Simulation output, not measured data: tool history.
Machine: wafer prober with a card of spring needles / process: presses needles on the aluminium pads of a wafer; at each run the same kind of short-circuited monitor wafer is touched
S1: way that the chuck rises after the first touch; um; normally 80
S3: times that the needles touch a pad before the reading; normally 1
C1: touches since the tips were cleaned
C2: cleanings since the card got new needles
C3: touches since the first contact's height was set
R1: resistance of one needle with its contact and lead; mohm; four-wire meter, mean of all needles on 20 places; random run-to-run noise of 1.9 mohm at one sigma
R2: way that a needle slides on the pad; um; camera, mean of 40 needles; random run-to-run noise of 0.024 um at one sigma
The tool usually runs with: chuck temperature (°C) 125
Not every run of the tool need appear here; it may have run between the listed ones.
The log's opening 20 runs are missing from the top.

{"hour": 159.3, "done": "tips cleaned on abrasive film"}
{"run": 21, "hour": 164.6, "S1": 84, "chuck temperature (°C)": 85, "S3": 2, "C1": 2148, "C2": 35, "C3": 4980, "R1": 243, "R2": 12.67}
{"hour": 170.5, "done": "tips cleaned on abrasive film"}
{"run": 22, "hour": 174.1, "S1": 82, "chuck temperature (°C)": 75, "S3": 1, "C1": 1471, "C2": 36, "C3": 8855, "R1": 234, "R2": 12.37}
{"hour": 181.1, "done": "tips cleaned on abrasive film"}
{"run": 23, "hour": 185.3, "S1": 82, "chuck temperature (°C)": 75, "S3": 1, "C1": 1737, "C2": 37, "C3": 13412, "R1": 237, "R2": 12.35}
{"hour": 191.8, "done": "tips cleaned on abrasive film"}
{"run": 24, "hour": 193.8, "S1": 98, "chuck temperature (°C)": 40, "S3": 1, "C1": 820, "C2": 38, "C3": 16848, "R1": 229, "R2": 14.69}
{"run": 25, "hour": 200.6, "S1": 73, "chuck temperature (°C)": 105, "S3": 3, "C1": 3623, "C2": 38, "C3": 19651, "R1": 245, "R2": 10.96}
{"hour": 202.2, "done": "tips cleaned on abrasive film"}
{"run": 26, "hour": 210.9, "S1": 73, "chuck temperature (°C)": 105, "S3": 3, "C1": 3540, "C2": 39, "C3": 23807, "R1": 247, "R2": 10.98}
{"hour": 213.5, "done": "tips cleaned on abrasive film"}
{"run": 27, "hour": 222.8, "S1": 73, "chuck temperature (°C)": 105, "S3": 3, "C1": 3816, "C2": 40, "C3": 28658, "R1": 246, "R2": 10.98}
{"hour": 224.3, "done": "tips cleaned on abrasive film"}
{"run": 28, "hour": 232.7, "S1": 62, "chuck temperature (°C)": 26, "S3": 1, "C1": 3426, "C2": 41, "C3": 32662, "R1": 234, "R2": 9.29}
{"hour": 234.9, "done": "tips cleaned on abrasive film"}
{"run": 29, "hour": 240.6, "S1": 89, "chuck temperature (°C)": 48, "S3": 1, "C1": 2335, "C2": 42, "C3": 35847, "R1": 233, "R2": 13.33}
{"hour": 245.6, "done": "tips cleaned on abrasive film"}
{"run": 30, "hour": 250.2, "S1": 79, "chuck temperature (°C)": 33, "S3": 1, "C1": 1900, "C2": 43, "C3": 39760, "R1": 227, "R2": 11.76}
{"hour": 256.5, "done": "tips cleaned on abrasive film"}
{"run": 31, "hour": 256.5, "S1": 97, "chuck temperature (°C)": 33, "S3": 1, "C1": 0, "C2": 44, "C3": 42294, "R1": 224, "R2": 14.49}
{"hour": 267.5, "done": "tips cleaned on abrasive film"}
{"run": 32, "hour": 267.5, "S1": 83, "chuck temperature (°C)": 27, "S3": 1, "C1": 0, "C2": 45, "C3": 46773, "R1": 225, "R2": 12.38}

Alternative continuations, all from the tool just after run 32; predict every row:
{"run": "A", "hour": 276.7, "S1": 80, "chuck temperature (°C)": 125, "S3": 3, "C1": 3758, "C2": 45, "C3": 50531, "R1": "?", "R2": "?"}
{"run": "B", "hour": 276.7, "S1": 68, "chuck temperature (°C)": 40, "S3": 2, "C1": 3758, "C2": 45, "C3": 50531, "R1": "?", "R2": "?"}
{"run": "C", "hour": 276.7, "S1": 73, "chuck temperature (°C)": 77, "S3": 1, "C1": 3758, "C2": 45, "C3": 50531, "R1": "?", "R2": "?"}
{"run": "D", "hour": 276.7, "S1": 83, "chuck temperature (°C)": 49, "S3": 2, "C1": 3758, "C2": 45, "C3": 50531, "R1": "?", "R2": "?"}
{"run": "E", "hour": 276.7, "S1": 96, "chuck temperature (°C)": 125, "S3": 1, "C1": 3758, "C2": 45, "C3": 50531, "R1": "?", "R2": "?"}

run=A R1=248 R2=11.92
run=B R1=232 R2=10.1
run=C R1=244 R2=10.88
run=D R1=232 R2=12.37
run=E R1=249 R2=14.32
Stripped of hidden state, with their random variation kept, the same runs would have yielded:
run=A R1=245 R2=12.05
run=B R1=226 R2=10.23
run=C R1=235 R2=11.01
run=D R1=228 R2=12.5
run=E R1=244 R2=14.45
